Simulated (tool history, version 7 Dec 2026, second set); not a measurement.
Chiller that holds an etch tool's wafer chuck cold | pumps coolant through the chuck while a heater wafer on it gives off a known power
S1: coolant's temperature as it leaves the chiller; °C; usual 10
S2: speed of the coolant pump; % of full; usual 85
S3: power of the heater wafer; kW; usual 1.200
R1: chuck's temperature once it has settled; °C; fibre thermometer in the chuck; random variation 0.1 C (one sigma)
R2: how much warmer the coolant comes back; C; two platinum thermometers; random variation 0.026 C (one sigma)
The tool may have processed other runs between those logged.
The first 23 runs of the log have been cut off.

run,hour,S1,S2,S3,R1,R2
24,1134.7,10,89,1.388,21.2,2.71
25,1170.8,10,70,1.388,23.5,3.45
26,1215.0,13,66,1.328,26.6,3.51
27,1251.4,13,66,1.328,26.5,3.50
# hour 1271.5: gauge calibrated
28,1299.0,13,66,1.328,26.2,3.71
29,1370.0,10,69,1.200,21.6,3.13
30,1400.2,7,85,1.080,16.2,2.33
31,1457.9,7,85,1.080,15.9,2.34

Branching from run 31: 5 alternative next runs. What would each branch give?
A,1510.2,3,67,1.080,?,?
B,1510.2,20,100,1.200,?,?
C,1510.2,7,76,1.080,?,?
D,1510.2,12,85,1.454,?,?
E,1510.2,5,73,1.669,?,?

run,R1,R2
A,13.9,2.93
B,28.7,2.21
C,16.7,2.60
D,24.0,3.14
E,20.6,4.17
Had the tool no hidden state, the same runs would have come out as:
run,R1,R2
A,13.9,2.97
B,28.7,2.25
C,16.7,2.63
D,24.0,3.17
E,20.5,4.20
